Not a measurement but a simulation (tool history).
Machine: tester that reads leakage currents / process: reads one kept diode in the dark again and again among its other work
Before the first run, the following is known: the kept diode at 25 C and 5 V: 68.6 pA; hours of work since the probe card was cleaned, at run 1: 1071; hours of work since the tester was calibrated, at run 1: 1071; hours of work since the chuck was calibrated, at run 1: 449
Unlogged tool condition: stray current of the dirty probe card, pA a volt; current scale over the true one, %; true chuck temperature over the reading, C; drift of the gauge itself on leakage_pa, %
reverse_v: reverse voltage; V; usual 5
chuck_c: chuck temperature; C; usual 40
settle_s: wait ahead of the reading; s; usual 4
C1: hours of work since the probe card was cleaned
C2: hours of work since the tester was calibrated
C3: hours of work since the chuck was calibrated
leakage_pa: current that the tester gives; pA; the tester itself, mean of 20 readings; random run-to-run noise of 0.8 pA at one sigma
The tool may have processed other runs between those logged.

{"run": 1, "hour": 0.0, "reverse_v": 5, "chuck_c": 40, "settle_s": 4, "C1": 1071, "C2": 1071, "C3": 449, "leakage_pa": 282.92}
{"run": 2, "hour": 149.6, "reverse_v": 5, "chuck_c": 40, "settle_s": 4, "C1": 1161, "C2": 1161, "C3": 538, "leakage_pa": 283.74}
{"run": 3, "hour": 282.0, "reverse_v": 5, "chuck_c": 40, "settle_s": 4, "C1": 1239, "C2": 1239, "C3": 617, "leakage_pa": 285.66}
{"run": 4, "hour": 415.4, "reverse_v": 5, "chuck_c": 47, "settle_s": 4, "C1": 1319, "C2": 1319, "C3": 697, "leakage_pa": 516.93}
{"run": 5, "hour": 504.3, "reverse_v": 5, "chuck_c": 47, "settle_s": 4, "C1": 1372, "C2": 1372, "C3": 750, "leakage_pa": 518.73}
{"run": 6, "hour": 690.0, "reverse_v": 5, "chuck_c": 47, "settle_s": 4, "C1": 1482, "C2": 1482, "C3": 860, "leakage_pa": 523.71}
{"hour": 734.9, "done": "chuck's temperature calibrated"}
{"run": 7, "hour": 787.9, "reverse_v": 5, "chuck_c": 40, "settle_s": 4, "C1": 1540, "C2": 1540, "C3": 32, "leakage_pa": 275.42}
{"run": 8, "hour": 874.0, "reverse_v": 5, "chuck_c": 40, "settle_s": 4, "C1": 1591, "C2": 1591, "C3": 83, "leakage_pa": 275.41}
{"run": 9, "hour": 1029.1, "reverse_v": 5, "chuck_c": 40, "settle_s": 4, "C1": 1683, "C2": 1683, "C3": 175, "leakage_pa": 277.4}
{"run": 10, "hour": 1211.6, "reverse_v": 5, "chuck_c": 43, "settle_s": 4, "C1": 1792, "C2": 1792, "C3": 284, "leakage_pa": 362.03}
{"run": 11, "hour": 1373.5, "reverse_v": 5, "chuck_c": 40, "settle_s": 4, "C1": 1888, "C2": 1888, "C3": 380, "leakage_pa": 284.89}
{"run": 12, "hour": 1485.3, "reverse_v": 5, "chuck_c": 40, "settle_s": 4, "C1": 1955, "C2": 1955, "C3": 447, "leakage_pa": 284.52}
{"run": 13, "hour": 1666.6, "reverse_v": 5, "chuck_c": 40, "settle_s": 8.35, "C1": 2063, "C2": 2063, "C3": 555, "leakage_pa": 289.06}
{"run": 14, "hour": 1761.2, "reverse_v": 8.5, "chuck_c": 40, "settle_s": 8.35, "C1": 2119, "C2": 2119, "C3": 611, "leakage_pa": 355.74}
{"run": 15, "hour": 1944.4, "reverse_v": 1.37, "chuck_c": 40, "settle_s": 4, "C1": 2228, "C2": 2228, "C3": 720, "leakage_pa": 181.83}
{"run": 16, "hour": 2120.0, "reverse_v": 4.12, "chuck_c": 23, "settle_s": 0.32, "C1": 2333, "C2": 2333, "C3": 825, "leakage_pa": 66.54}
{"hour": 2228.2, "done": "chuck's temperature calibrated"}
{"run": 17, "hour": 2316.4, "reverse_v": 4.12, "chuck_c": 23, "settle_s": 0.32, "C1": 2449, "C2": 2449, "C3": 53, "leakage_pa": 61.08}
{"run": 18, "hour": 2463.5, "reverse_v": 3.39, "chuck_c": 56, "settle_s": 3.96, "C1": 2536, "C2": 2536, "C3": 140, "leakage_pa": 870.88}
{"run": 19, "hour": 2632.8, "reverse_v": 1.08, "chuck_c": 40, "settle_s": 1.29, "C1": 2637, "C2": 2637, "C3": 241, "leakage_pa": 157}

Expected results for the next run?
{"run": 20, "hour": 2739.9, "reverse_v": 10.37, "chuck_c": 27, "settle_s": 1.29, "C1": 2701, "C2": 2701, "C3": 305, "leakage_pa": "?"}

Run 20 came out at leakage_pa 123.95 pA.
Without the tool's hidden state the same run would have given leakage_pa 110.89 pA.

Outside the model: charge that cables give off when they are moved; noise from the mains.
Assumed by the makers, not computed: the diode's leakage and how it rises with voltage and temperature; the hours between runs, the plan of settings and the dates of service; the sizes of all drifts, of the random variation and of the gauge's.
